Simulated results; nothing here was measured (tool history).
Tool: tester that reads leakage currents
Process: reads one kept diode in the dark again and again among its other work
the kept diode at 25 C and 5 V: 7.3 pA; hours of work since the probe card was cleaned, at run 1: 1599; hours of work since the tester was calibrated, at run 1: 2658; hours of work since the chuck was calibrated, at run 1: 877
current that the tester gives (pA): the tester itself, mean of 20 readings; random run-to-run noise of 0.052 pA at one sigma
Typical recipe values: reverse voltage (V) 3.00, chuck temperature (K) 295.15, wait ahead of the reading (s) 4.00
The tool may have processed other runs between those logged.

run    hour  reverse voltage (V)  chuck temperature (K)  wait ahead of the reading (s)  hours of work since the probe card was cleaned  hours of work since the tester was calibrated  hours of work since the chuck was calibrated  current that the tester gives (pA)
  1     0.0                 3.00                 295.15                           4.00                                            1599                                           2658                                           877                               11.19
  2    43.6                 3.00                 295.15                           4.00                                            1631                                           2690                                           909                               11.24
       56.7  -- probe card cleaned and baked
  3   104.0                 3.00                 295.15                           0.82                                              35                                           2733                                           952                                5.62
  4   186.9                 3.00                 295.15                           0.82                                              96                                           2794                                          1013                                5.90
  5   254.4                 3.00                 295.15                           0.82                                             146                                           2844                                          1063                                5.99
  6   304.1                 3.00                 295.15                           0.82                                             183                                           2881                                          1100                                6.20
  7   344.5                 3.00                 298.15                           4.00                                             213                                           2911                                          1129                                6.79
  8   388.9                 3.00                 298.15                           4.00                                             246                                           2943                                          1162                                6.95
  9   463.8                 3.00                 295.15                           4.00                                             301                                           2999                                          1218                                5.85
 10   512.8                 3.00                 295.15                           0.42                                             337                                           3035                                          1254                                7.69
 11   565.3                 3.00                 325.15                           4.00                                             376                                           3074                                          1293                               47.77
 12   604.2                 3.00                 296.15                           4.00                                             405                                           3103                                          1321                                6.57
 13   666.2                 3.00                 296.15                           4.00                                             451                                           3148                                          1367                                6.77
      696.4  -- chuck's temperature calibrated
 14   757.3                 3.00                 296.15                           4.00                                             516                                           3214                                            45                                7.52
 15   826.2                 3.00                 295.15                           4.00                                             567                                           3265                                            96                                7.25
 16   898.0                 3.00                 295.15                           4.00                                             620                                           3318                                           149                                7.52
 17   985.3                 3.00                 295.15                           4.00                                             685                                           3383                                           214                                7.73
 18  1029.8                 4.98                 301.15                           1.14                                             718                                           3416                                           246                               15.12
 19  1120.2                 7.10                 302.15                           4.00                                             785                                           3483                                           313                               19.04
 20  1192.0                 7.10                 302.15                           4.00                                             838                                           3536                                           366                               19.40
 21  1276.4                15.22                 295.15                           1.24                                             900                                           3598                                           429                               29.92
 22  1356.4                15.22                 318.15                           4.45                                             959                                           3657                                           488                               67.94
 23  1439.3                 1.61                 311.15                           0.83                                            1021                                           3718                                           549                               16.53
 24  1485.8                 7.45                 305.15                           0.83                                            1055                                           3753                                           584                               27.08
 25  1554.6                 1.34                 294.15                           4.00                                            1106                                           3804                                           634                                5.38
 26  1614.3                 2.36                 294.15                           1.67                                            1150                                           3848                                           679                                7.92
 27  1662.4                 5.69                 318.15                           0.40                                            1186                                           3883                                           714                               47.29
 28  1705.7                 1.55                 301.15                           0.45                                            1218                                           3915                                           746                                9.55
 29  1774.4                 5.16                 316.15                           4.00                                            1268                                           3966                                           797                               37.88
     1782.0  -- tester calibrated
 30  1823.9                 1.19                 316.15                           0.67                                            1304                                             31                                           832                               21.06
 31  1901.7                 4.66                 317.15                           5.76                                            1361                                             89                                           890                               39.20

Difference, measured minus no-hidden-state, one row per run. Run-to-run variation is common to both terms; the gauge's own scatter need not be:
Hidden conditions of the tool in this case: stray current of the dirty probe card, pA a volt; current scale over the true one, %; true chuck temperature over the reading, C; drift of the gauge itself on leakage_pa, %.
run  current that the tester gives (pA)
  1                               +6.16
  2                               +6.27
  3                               -0.25
  4                               -0.01
  5                               +0.18
  6                               +0.32
  7                               +0.33
  8                               +0.45
  9                               +0.77
 10                               +0.87
 11                               -3.30
 12                               +1.08
 13                               +1.25
 14                               +2.00
 15                               +2.19
 16                               +2.40
 17                               +2.63
 18                               +4.49
 19                               +7.14
 20                               +7.62
 21                              +18.43
 22                              +17.09
 23                               +1.27
 24                               +9.79
 25                               +1.76
 26                               +3.41
 27                               +6.39
 28                               +2.02
 29                               +6.41
 30                               +0.81
 31                               +6.54

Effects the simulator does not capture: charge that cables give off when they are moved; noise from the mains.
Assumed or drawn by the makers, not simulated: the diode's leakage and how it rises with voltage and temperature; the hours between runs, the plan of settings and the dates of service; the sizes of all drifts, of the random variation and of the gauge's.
